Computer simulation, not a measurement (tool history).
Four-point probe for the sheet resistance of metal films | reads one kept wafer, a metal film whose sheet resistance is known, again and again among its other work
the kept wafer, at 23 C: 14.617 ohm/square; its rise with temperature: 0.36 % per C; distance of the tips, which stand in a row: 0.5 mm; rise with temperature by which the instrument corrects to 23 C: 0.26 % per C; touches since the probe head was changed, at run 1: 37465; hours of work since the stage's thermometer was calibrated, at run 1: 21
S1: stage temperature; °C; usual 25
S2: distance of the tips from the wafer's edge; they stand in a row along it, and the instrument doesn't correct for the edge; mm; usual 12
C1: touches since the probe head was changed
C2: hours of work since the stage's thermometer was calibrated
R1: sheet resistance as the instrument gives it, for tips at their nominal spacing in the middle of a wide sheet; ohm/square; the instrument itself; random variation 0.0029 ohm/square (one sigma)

{"run": 1, "hour": 0.0, "S1": 25, "S2": 12, "C1": 37465, "C2": 21, "R1": 14.691133}
{"run": 2, "hour": 49.0, "S1": 26, "S2": 12, "C1": 38621, "C2": 58, "R1": 14.706934}
{"run": 3, "hour": 79.6, "S1": 25, "S2": 12, "C1": 39346, "C2": 81, "R1": 14.691004}
{"run": 4, "hour": 118.9, "S1": 25, "S2": 12, "C1": 40274, "C2": 110, "R1": 14.689117}
{"run": 5, "hour": 143.4, "S1": 25, "S2": 14, "C1": 40852, "C2": 128, "R1": 14.689467}
{"run": 6, "hour": 188.4, "S1": 25, "S2": 15, "C1": 41915, "C2": 162, "R1": 14.687223}
{"run": 7, "hour": 234.2, "S1": 25, "S2": 15, "C1": 42997, "C2": 196, "R1": 14.688622}
{"run": 8, "hour": 258.1, "S1": 25, "S2": 15, "C1": 43562, "C2": 214, "R1": 14.692329}
{"run": 9, "hour": 291.2, "S1": 27, "S2": 12, "C1": 44346, "C2": 239, "R1": 14.724675}
{"run": 10, "hour": 321.9, "S1": 27, "S2": 12, "C1": 45070, "C2": 262, "R1": 14.73339}
{"run": 11, "hour": 363.3, "S1": 27, "S2": 12, "C1": 46047, "C2": 293, "R1": 14.726413}
{"run": 12, "hour": 384.8, "S1": 27, "S2": 12, "C1": 46556, "C2": 309, "R1": 14.72204}
{"run": 13, "hour": 422.0, "S1": 22, "S2": 35, "C1": 47435, "C2": 336, "R1": 14.633684}
{"run": 14, "hour": 467.3, "S1": 28, "S2": 4, "C1": 48505, "C2": 370, "R1": 14.849814}
{"run": 15, "hour": 510.8, "S1": 34, "S2": 7, "C1": 49534, "C2": 403, "R1": 14.870436}
{"run": 16, "hour": 556.8, "S1": 30, "S2": 24, "C1": 50619, "C2": 437, "R1": 14.770386}

Measured less the same run without the tool's hidden state. The same run-to-run variation is in both; the gauge's scatter may not be:
The hidden state here: inner tips' distance over the nominal, %; tips' flats over new ones', %; wafer's true temperature over the reading, C; drift of the gauge itself on sheet_ohm, %.
run=1 R1=+0.027135
run=2 R1=+0.027901
run=3 R1=+0.028353
run=4 R1=+0.028963
run=5 R1=+0.029324
run=6 R1=+0.029997
run=7 R1=+0.030676
run=8 R1=+0.031029
run=9 R1=+0.031636
run=10 R1=+0.032161
run=11 R1=+0.032746
run=12 R1=+0.033081
run=13 R1=+0.033454
run=14 R1=+0.034676
run=15 R1=+0.035488
run=16 R1=+0.035969

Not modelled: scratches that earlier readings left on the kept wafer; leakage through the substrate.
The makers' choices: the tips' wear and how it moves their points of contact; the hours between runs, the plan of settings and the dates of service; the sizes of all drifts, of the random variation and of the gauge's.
